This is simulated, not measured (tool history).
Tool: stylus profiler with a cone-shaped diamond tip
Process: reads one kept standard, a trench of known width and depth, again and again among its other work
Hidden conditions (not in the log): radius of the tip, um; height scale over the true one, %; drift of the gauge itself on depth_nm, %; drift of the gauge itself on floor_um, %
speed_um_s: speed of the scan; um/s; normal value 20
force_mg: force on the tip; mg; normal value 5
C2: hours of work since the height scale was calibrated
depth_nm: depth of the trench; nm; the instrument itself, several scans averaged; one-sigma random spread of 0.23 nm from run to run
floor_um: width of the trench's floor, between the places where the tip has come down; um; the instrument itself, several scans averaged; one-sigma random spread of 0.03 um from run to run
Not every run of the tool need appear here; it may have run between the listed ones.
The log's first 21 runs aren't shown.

Run 22, hour 509.8: usual settings; scans with this tip 8424; C2 1166. Result: depth_nm 1009.85 nm, floor_um 45.86 um.
Run 23, hour 536.6: usual settings; scans with this tip 8575; C2 1187. Result: depth_nm 1009.9 nm, floor_um 45.96 um.
Run 24, hour 551.6: usual settings but speed_um_s 15 um/s, force_mg 1.78 mg; scans with this tip 8660; C2 1199. Result: depth_nm 1005.2 nm, floor_um 45.97 um.
Run 25, hour 567.4: usual settings but force_mg 1.87 mg; scans with this tip 8750; C2 1212. Result: depth_nm 1004.45 nm, floor_um 45.89 um.
Run 26, hour 583.6: usual settings but speed_um_s 7 um/s, force_mg 11.66 mg; scans with this tip 8842; C2 1224. Result: depth_nm 1017.36 nm, floor_um 45.97 um.
Run 27, hour 608.1: usual settings but speed_um_s 34 um/s, force_mg 3.46 mg; scans with this tip 8981; C2 1244. Result: depth_nm 1007.55 nm, floor_um 45.9 um.
Run 28, hour 622.2: usual settings but speed_um_s 30 um/s, force_mg 1.67 mg; scans with this tip 9060; C2 1255. Result: depth_nm 1004.71 nm, floor_um 45.86 um.
Run 29, hour 643.7: usual settings but speed_um_s 23 um/s, force_mg 2.06 mg; scans with this tip 9182; C2 1272. Result: depth_nm 1005.04 nm, floor_um 45.87 um.
Run 30, hour 676: usual settings but speed_um_s 23 um/s, force_mg 2.06 mg; scans with this tip 9365; C2 1297. Result: depth_nm 1005.13 nm, floor_um 45.93 um.
Run 31, hour 705: usual settings but speed_um_s 41 um/s, force_mg 5.88 mg; scans with this tip 9530; C2 1320. Result: depth_nm 1010.43 nm, floor_um 45.91 um.
Run 32, hour 728.2: usual settings but speed_um_s 44 um/s, force_mg 4.41 mg; scans with this tip 9661; C2 1338. Result: depth_nm 1008.75 nm, floor_um 45.88 um.
Run 33, hour 759.6: usual settings but speed_um_s 27 um/s, force_mg 13.39 mg; scans with this tip 9839; C2 1362. Result: depth_nm 1018.37 nm, floor_um 46.03 um.
Run 34, hour 783: usual settings but speed_um_s 27 um/s, force_mg 13.39 mg; scans with this tip 9971; C2 1381. Result: depth_nm 1018.2 nm, floor_um 45.9 um.
Run 35, hour 813: usual settings but speed_um_s 7 um/s, force_mg 2.74 mg; scans with this tip 10142; C2 1404. Result: depth_nm 1006.25 nm, floor_um 45.98 um.
Run 36, hour 839.5: usual settings but speed_um_s 21 um/s, force_mg 6.55 mg; scans with this tip 10292; C2 1425. Result: depth_nm 1011.63 nm, floor_um 45.94 um.
Run 37, hour 864.8: usual settings but speed_um_s 77 um/s, force_mg 5.28 mg; scans with this tip 10435; C2 1445. Result: depth_nm 1009.69 nm, floor_um 45.76 um.
Run 38, hour 894: usual settings but speed_um_s 77 um/s, force_mg 5.28 mg; scans with this tip 10601; C2 1468. Result: depth_nm 1010.21 nm, floor_um 45.8 um.
Run 39, hour 922.5: usual settings but speed_um_s 11 um/s; scans with this tip 10762; C2 1490. Result: depth_nm 1009.68 nm, floor_um 45.97 um.
Run 40, hour 955.1: usual settings but speed_um_s 24 um/s, force_mg 4.79 mg; scans with this tip 10947; C2 1516. Result: depth_nm 1009.4 nm, floor_um 45.88 um.
Run 41, hour 970.5: usual settings but speed_um_s 62 um/s, force_mg 3.59 mg; scans with this tip 11034; C2 1528. Result: depth_nm 1007.91 nm, floor_um 45.79 um.
Run 42, hour 997.6: usual settings but speed_um_s 25 um/s, force_mg 9.23 mg; scans with this tip 11188; C2 1549. Result: depth_nm 1014.25 nm, floor_um 45.91 um.
Run 43, hour 1012.3: usual settings but speed_um_s 18 um/s, force_mg 4.41 mg; scans with this tip 11271; C2 1561. Result: depth_nm 1008.35 nm, floor_um 45.86 um.
Run 44, hour 1042.6: usual settings but speed_um_s 18 um/s, force_mg 4.41 mg; scans with this tip 11443; C2 1585. Result: depth_nm 1008.83 nm, floor_um 45.93 um.
Run 45, hour 1069.9: usual settings but speed_um_s 18 um/s, force_mg 4.41 mg; scans with this tip 11597; C2 1606. Result: depth_nm 1009.1 nm, floor_um 45.96 um.

Predict each of these 4 candidate next runs independently; none follows another, all start after run 45:
Run A, hour 1092: usual settings but speed_um_s 64 um/s, force_mg 1.74 mg; scans with this tip 11723; C2 1623. Result: depth_nm ?, floor_um ?.
Run B, hour 1092: usual settings but speed_um_s 10 um/s, force_mg 4.18 mg; scans with this tip 11723; C2 1623. Result: depth_nm ?, floor_um ?.
Run C, hour 1092: usual settings but speed_um_s 19 um/s, force_mg 2.15 mg; scans with this tip 11723; C2 1623. Result: depth_nm ?, floor_um ?.
Run D, hour 1092: usual settings but speed_um_s 18 um/s, force_mg 2.7 mg; scans with this tip 11723; C2 1623. Result: depth_nm ?, floor_um ?.

run  depth_nm  floor_um
  A   1004.81     45.65
  B   1008.75     45.98
  C   1005.82     45.92
  D    1006.5     45.94
Take away the tool's hidden state, keep each run's random variation, and the runs would have read:
run  depth_nm  floor_um
  A   1004.78     45.66
  B   1008.72     45.99
  C   1005.79     45.93
  D   1006.47     45.95

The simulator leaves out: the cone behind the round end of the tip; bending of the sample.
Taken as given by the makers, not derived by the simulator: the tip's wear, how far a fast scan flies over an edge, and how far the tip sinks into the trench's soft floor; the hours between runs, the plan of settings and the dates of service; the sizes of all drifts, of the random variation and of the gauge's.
